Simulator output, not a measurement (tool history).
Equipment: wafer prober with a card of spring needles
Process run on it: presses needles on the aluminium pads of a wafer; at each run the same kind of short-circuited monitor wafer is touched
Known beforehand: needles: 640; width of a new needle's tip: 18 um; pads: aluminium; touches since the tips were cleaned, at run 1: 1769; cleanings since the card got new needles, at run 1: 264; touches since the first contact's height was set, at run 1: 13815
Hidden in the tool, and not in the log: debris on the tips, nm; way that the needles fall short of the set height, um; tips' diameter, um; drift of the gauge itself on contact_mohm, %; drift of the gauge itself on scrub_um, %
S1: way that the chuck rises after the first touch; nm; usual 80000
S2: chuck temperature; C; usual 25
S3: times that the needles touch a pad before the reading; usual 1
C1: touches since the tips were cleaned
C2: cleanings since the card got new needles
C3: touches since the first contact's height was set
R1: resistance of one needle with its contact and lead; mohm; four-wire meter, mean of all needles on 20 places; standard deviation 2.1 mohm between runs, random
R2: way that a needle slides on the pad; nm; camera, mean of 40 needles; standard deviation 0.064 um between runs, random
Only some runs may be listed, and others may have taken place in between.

Run 1, hour 0: usual settings; C1 1769; C2 264; C3 13815. Result: R1 229 mohm, R2 21080 nm.
At hour 1.2: tips cleaned on abrasive film.
At hour 7: tips cleaned on abrasive film.
At hour 12.7: tips cleaned on abrasive film.
At hour 18.4: tips cleaned on abrasive film.
At hour 24.2: tips cleaned on abrasive film.
At hour 29.9: tips cleaned on abrasive film.
At hour 35.6: tips cleaned on abrasive film.
At hour 41.3: tips cleaned on abrasive film.
At hour 45.9: tips cleaned on abrasive film.
Run 2, hour 47.4: usual settings; C1 701; C2 273; C3 36417. Result: R1 231 mohm, R2 21070 nm.
At hour 50.9: tips cleaned on abrasive film.
At hour 56.6: tips cleaned on abrasive film.
At hour 62.3: tips cleaned on abrasive film.
At hour 68.1: tips cleaned on abrasive film.
At hour 72.7: tips cleaned on abrasive film.
At hour 84.7: card fitted with new needles.
At hour 90.4: tips cleaned on abrasive film.
At hour 96.1: tips cleaned on abrasive film.
At hour 100.7: tips cleaned on abrasive film.
At hour 106.5: tips cleaned on abrasive film.
At hour 112.2: tips cleaned on abrasive film.
At hour 116.8: tips cleaned on abrasive film.
At hour 122.5: tips cleaned on abrasive film.
At hour 128.3: tips cleaned on abrasive film.
At hour 132.9: tips cleaned on abrasive film.
Run 3, hour 136.4: usual settings; C1 1717; C2 9; C3 24714. Result: R1 232 mohm, R2 21030 nm.
At hour 137.6: tips cleaned on abrasive film.
At hour 143.4: tips cleaned on abrasive film.
At hour 149.1: tips cleaned on abrasive film.
At hour 154.8: tips cleaned on abrasive film.
At hour 159.4: tips cleaned on abrasive film.
At hour 165.2: tips cleaned on abrasive film.
At hour 170.9: tips cleaned on abrasive film.
At hour 176.6: tips cleaned on abrasive film.
At hour 182.4: tips cleaned on abrasive film.
At hour 188.1: tips cleaned on abrasive film.
At hour 193.8: tips cleaned on abrasive film.
At hour 198.4: tips cleaned on abrasive film.
At hour 204.2: tips cleaned on abrasive film.
At hour 208.8: tips cleaned on abrasive film.
At hour 214.5: tips cleaned on abrasive film.
At hour 219.1: tips cleaned on abrasive film.
Run 4, hour 222.6: usual settings but S3 2; C1 1708; C2 25; C3 65850. Result: R1 226 mohm, R2 21060 nm.
At hour 223.9: tips cleaned on abrasive film.
At hour 229.6: tips cleaned on abrasive film.
At hour 234.2: tips cleaned on abrasive film.
At hour 239.9: tips cleaned on abrasive film.
At hour 244.5: tips cleaned on abrasive film.
At hour 249.1: tips cleaned on abrasive film.
At hour 254.9: tips cleaned on abrasive film.
At hour 259.5: tips cleaned on abrasive film.
At hour 265.2: tips cleaned on abrasive film.
At hour 270.9: tips cleaned on abrasive film.
Run 5, hour 274: usual settings; C1 1495; C2 35; C3 90345. Result: R1 230 mohm, R2 21140 nm.
At hour 276.4: tips cleaned on abrasive film.
At hour 282.1: tips cleaned on abrasive film.
At hour 287.8: tips cleaned on abrasive film.
At hour 292.4: tips cleaned on abrasive film.
At hour 298.2: tips cleaned on abrasive film.
At hour 303.9: tips cleaned on abrasive film.
At hour 309.6: tips cleaned on abrasive film.
At hour 315.4: tips cleaned on abrasive film.
At hour 321.1: tips cleaned on abrasive film.
At hour 326.8: tips cleaned on abrasive film.
At hour 332.6: tips cleaned on abrasive film.
At hour 338.3: tips cleaned on abrasive film.
Run 6, hour 338.9: usual settings; C1 282; C2 47; C3 121289. Result: R1 230 mohm, R2 21120 nm.
At hour 343.5: tips cleaned on abrasive film.
At hour 348.1: tips cleaned on abrasive film.
At hour 353.8: tips cleaned on abrasive film.
At hour 359.5: tips cleaned on abrasive film.
At hour 365.3: tips cleaned on abrasive film.
At hour 368.9: height of the first contact set anew.
At hour 371.3: tips cleaned on abrasive film.
At hour 377: tips cleaned on abrasive film.
At hour 382.8: tips cleaned on abrasive film.
At hour 388.5: tips cleaned on abrasive film.
At hour 393.1: tips cleaned on abrasive film.
At hour 398.8: tips cleaned on abrasive film.
At hour 404.6: tips cleaned on abrasive film.
Run 7, hour 407.3: usual settings; C1 1328; C2 59; C3 18302. Result: R1 232 mohm, R2 20940 nm.
At hour 409.6: tips cleaned on abrasive film.
At hour 415.4: tips cleaned on abrasive film.
At hour 421.1: tips cleaned on abrasive film.
At hour 426.8: tips cleaned on abrasive film.
At hour 432.6: tips cleaned on abrasive film.
At hour 438.3: tips cleaned on abrasive film.
At hour 444: tips cleaned on abrasive film.
At hour 449.8: tips cleaned on abrasive film.
At hour 454.4: tips cleaned on abrasive film.
At hour 460.1: tips cleaned on abrasive film.
At hour 465.8: tips cleaned on abrasive film.
At hour 471.6: tips cleaned on abrasive film.
At hour 476.2: tips cleaned on abrasive film.
At hour 481.9: tips cleaned on abrasive film.
At hour 487.6: tips cleaned on abrasive film.
At hour 493.4: tips cleaned on abrasive film.
At hour 499.1: tips cleaned on abrasive film.
Run 8, hour 499.8: usual settings; C1 323; C2 76; C3 62429. Result: R1 233 mohm, R2 20980 nm.
At hour 504.4: tips cleaned on abrasive film.
At hour 510.1: tips cleaned on abrasive film.
At hour 515.8: tips cleaned on abrasive film.
At hour 521.6: tips cleaned on abrasive film.
At hour 527.3: tips cleaned on abrasive film.
At hour 533: tips cleaned on abrasive film.
At hour 538.8: tips cleaned on abrasive film.
At hour 543.4: tips cleaned on abrasive film.
At hour 549.1: tips cleaned on abrasive film.
At hour 554.8: tips cleaned on abrasive film.
At hour 560.6: tips cleaned on abrasive film.
At hour 566.3: tips cleaned on abrasive film.
At hour 572: tips cleaned on abrasive film.
At hour 577.7: tips cleaned on abrasive film.
Run 9, hour 577.9: usual settings but S1 60000 nm, S2 46 C, S3 2; C1 79; C2 90; C3 99740. Result: R1 242 mohm, R2 15760 nm.
At hour 582.5: tips cleaned on abrasive film.
At hour 588.2: tips cleaned on abrasive film.
At hour 594: tips cleaned on abrasive film.
At hour 599.7: tips cleaned on abrasive film.
At hour 605.4: tips cleaned on abrasive film.
At hour 611.2: tips cleaned on abrasive film.
At hour 615.8: tips cleaned on abrasive film.
Run 10, hour 618.7: usual settings but S3 3; C1 1412; C2 97; C3 119218. Result: R1 229 mohm, R2 21070 nm.
At hour 621: tips cleaned on abrasive film.
At hour 626.8: tips cleaned on abrasive film.
At hour 631.4: tips cleaned on abrasive film.
At hour 637.1: tips cleaned on abrasive film.
At hour 642.8: tips cleaned on abrasive film.
At hour 648.6: tips cleaned on abrasive film.
At hour 653.4: height of the first contact set anew.
At hour 654.6: tips cleaned on abrasive film.
At hour 659.2: tips cleaned on abrasive film.
At hour 664.9: tips cleaned on abrasive film.
At hour 670.1: tips cleaned on abrasive film.
Run 11, hour 670.1: usual settings but S1 71000 nm, S3 3; C1 0; C2 107; C3 7947. Result: R1 227 mohm, R2 18690 nm.
At hour 675.8: tips cleaned on abrasive film.
At hour 681.6: tips cleaned on abrasive film.
At hour 686.2: tips cleaned on abrasive film.
At hour 691.9: tips cleaned on abrasive film.
At hour 697.6: tips cleaned on abrasive film.
At hour 703.4: tips cleaned on abrasive film.
At hour 709.1: tips cleaned on abrasive film.
At hour 714.8: tips cleaned on abrasive film.
At hour 720.6: tips cleaned on abrasive film.
At hour 726.3: tips cleaned on abrasive film.
At hour 730.9: tips cleaned on abrasive film.
At hour 736.6: tips cleaned on abrasive film.
Run 12, hour 740: usual settings but S1 71000 nm, S3 3; C1 1651; C2 119; C3 41354. Result: R1 230 mohm, R2 18630 nm.
At hour 741.3: tips cleaned on abrasive film.
At hour 747.1: tips cleaned on abrasive film.
At hour 752.8: tips cleaned on abrasive film.
At hour 758.5: tips cleaned on abrasive film.
At hour 763.1: tips cleaned on abrasive film.
At hour 768.9: tips cleaned on abrasive film.
At hour 774.6: tips cleaned on abrasive film.
At hour 780.3: tips cleaned on abrasive film.
At hour 786.1: tips cleaned on abrasive film.
At hour 791.8: tips cleaned on abrasive film.
At hour 797.5: tips cleaned on abrasive film.
At hour 802.1: tips cleaned on abrasive film.
At hour 807.9: tips cleaned on abrasive film.
At hour 813.6: tips cleaned on abrasive film.
At hour 819.3: tips cleaned on abrasive film.
Run 13, hour 822: usual settings but S2 45 C, S3 3; C1 1324; C2 134; C3 80495. Result: R1 232 mohm, R2 21040 nm.
At hour 824.4: tips cleaned on abrasive film.
At hour 830.1: tips cleaned on abrasive film.
At hour 835.9: tips cleaned on abrasive film.
At hour 841.6: tips cleaned on abrasive film.
At hour 847.3: tips cleaned on abrasive film.
At hour 853: tips cleaned on abrasive film.
At hour 857.7: tips cleaned on abrasive film.
At hour 863.4: tips cleaned on abrasive film.
Run 14, hour 865.1: usual settings but S2 45 C, S3 3; C1 827; C2 142; C3 101033. Result: R1 236 mohm, R2 20960 nm.
At hour 868.6: tips cleaned on abrasive film.
At hour 874.3: tips cleaned on abrasive film.
At hour 880: tips cleaned on abrasive film.
At hour 885.8: tips cleaned on abrasive film.
At hour 891.5: tips cleaned on abrasive film.
At hour 896.1: tips cleaned on abrasive film.
At hour 901.8: tips cleaned on abrasive film.
At hour 907.6: tips cleaned on abrasive film.
At hour 913.3: tips cleaned on abrasive film.
At hour 919: tips cleaned on abrasive film.
At hour 924.8: tips cleaned on abrasive film.
At hour 930.5: tips cleaned on abrasive film.
Run 15, hour 934.5: usual settings but S1 77000 nm; C1 1973; C2 154; C3 134217. Result: R1 232 mohm, R2 20180 nm.

Here are 4 independent what-if runs from the current tool condition. What would each one return?
At hour 935.8: tips cleaned on abrasive film.
At hour 937.2: height of the first contact set anew.
At hour 940.7: tips cleaned on abrasive film.
At hour 946.4: tips cleaned on abrasive film.
At hour 952.1: tips cleaned on abrasive film.
At hour 957.9: tips cleaned on abrasive film.
At hour 963.6: tips cleaned on abrasive film.
At hour 969.3: tips cleaned on abrasive film.
At hour 975.1: tips cleaned on abrasive film.
At hour 980.8: tips cleaned on abrasive film.
At hour 985.4: tips cleaned on abrasive film.
At hour 991.1: tips cleaned on abrasive film.
At hour 995.8: tips cleaned on abrasive film.
Run A, hour 995.8: usual settings but S1 77000 nm, S3 3; C1 0; C2 166; C3 27963. Result: R1 ?, R2 ?.
At hour 935.8: tips cleaned on abrasive film.
At hour 937.2: height of the first contact set anew.
At hour 940.7: tips cleaned on abrasive film.
At hour 946.4: tips cleaned on abrasive film.
At hour 952.1: tips cleaned on abrasive film.
At hour 957.9: tips cleaned on abrasive film.
At hour 963.6: tips cleaned on abrasive film.
At hour 969.3: tips cleaned on abrasive film.
At hour 975.1: tips cleaned on abrasive film.
At hour 980.8: tips cleaned on abrasive film.
At hour 985.4: tips cleaned on abrasive film.
At hour 991.1: tips cleaned on abrasive film.
At hour 995.8: tips cleaned on abrasive film.
Run B, hour 995.8: usual settings but S2 42 C, S3 3; C1 0; C2 166; C3 27963. Result: R1 ?, R2 ?.
At hour 935.8: tips cleaned on abrasive film.
At hour 937.2: height of the first contact set anew.
At hour 940.7: tips cleaned on abrasive film.
At hour 946.4: tips cleaned on abrasive film.
At hour 952.1: tips cleaned on abrasive film.
At hour 957.9: tips cleaned on abrasive film.
At hour 963.6: tips cleaned on abrasive film.
At hour 969.3: tips cleaned on abrasive film.
At hour 975.1: tips cleaned on abrasive film.
At hour 980.8: tips cleaned on abrasive film.
At hour 985.4: tips cleaned on abrasive film.
At hour 991.1: tips cleaned on abrasive film.
At hour 995.8: tips cleaned on abrasive film.
Run C, hour 995.8: usual settings but S1 89000 nm; C1 0; C2 166; C3 27963. Result: R1 ?, R2 ?.
At hour 935.8: tips cleaned on abrasive film.
At hour 937.2: height of the first contact set anew.
At hour 940.7: tips cleaned on abrasive film.
At hour 946.4: tips cleaned on abrasive film.
At hour 952.1: tips cleaned on abrasive film.
At hour 957.9: tips cleaned on abrasive film.
At hour 963.6: tips cleaned on abrasive film.
At hour 969.3: tips cleaned on abrasive film.
At hour 975.1: tips cleaned on abrasive film.
At hour 980.8: tips cleaned on abrasive film.
At hour 985.4: tips cleaned on abrasive film.
At hour 991.1: tips cleaned on abrasive film.
At hour 995.8: tips cleaned on abrasive film.
Run D, hour 995.8: usual settings but S1 77000 nm, S2 78 C; C1 0; C2 166; C3 27963. Result: R1 ?, R2 ?.

run   R1     R2
  A  230  20260
  B  231  21080
  C  231  23350
  D  245  20170
Without the tool's unlogged condition, the same runs would have read:
run   R1     R2
  A  230  20260
  B  231  21080
  C  231  23350
  D  245  20170

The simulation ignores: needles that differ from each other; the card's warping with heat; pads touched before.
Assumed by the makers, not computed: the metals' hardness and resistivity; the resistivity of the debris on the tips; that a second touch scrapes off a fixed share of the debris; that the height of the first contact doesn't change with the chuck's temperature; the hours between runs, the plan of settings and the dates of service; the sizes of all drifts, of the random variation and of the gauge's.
